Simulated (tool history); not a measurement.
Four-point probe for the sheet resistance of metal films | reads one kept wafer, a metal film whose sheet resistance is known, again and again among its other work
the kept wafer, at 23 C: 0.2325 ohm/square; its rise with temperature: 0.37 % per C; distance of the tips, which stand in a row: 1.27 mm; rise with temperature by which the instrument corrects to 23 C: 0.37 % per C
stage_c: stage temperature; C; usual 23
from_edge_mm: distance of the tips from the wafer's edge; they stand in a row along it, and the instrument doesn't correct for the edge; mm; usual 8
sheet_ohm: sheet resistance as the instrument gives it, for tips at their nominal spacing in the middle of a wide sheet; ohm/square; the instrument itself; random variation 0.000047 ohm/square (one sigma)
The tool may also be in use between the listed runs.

run,hour,stage_c,from_edge_mm,sheet_ohm
1,0,23,8,0.235509
2,19.8,23,8,0.235494
3,51.5,23,8,0.2355
4,73.9,23,17,0.233068
5,94.3,23,15,0.233265
6,118.8,23,34,0.232432
7,134.9,18,11,0.234061
8,160.2,23,20,0.232836
# hour 163.9: stage's thermometer calibrated
9,179.4,19,22,0.232661
10,202.7,19,22,0.232683
11,218.8,19,22,0.232654
12,249.6,19,22,0.232604

3 ways to go on from here, each from the tool as it stands after run 12. What would each give?
# hour 273.3: stage's thermometer calibrated, once more
A,278.4,18,28,?
# hour 273.3: stage's thermometer calibrated, once more
B,278.4,33,22,?
# hour 273.3: stage's thermometer calibrated, once more
C,278.4,24,41,?

run,sheet_ohm
A,0.232423
B,0.232639
C,0.232397
Without the tool's hidden state the same runs would have given:
run,sheet_ohm
A,0.232733
B,0.232948
C,0.232706
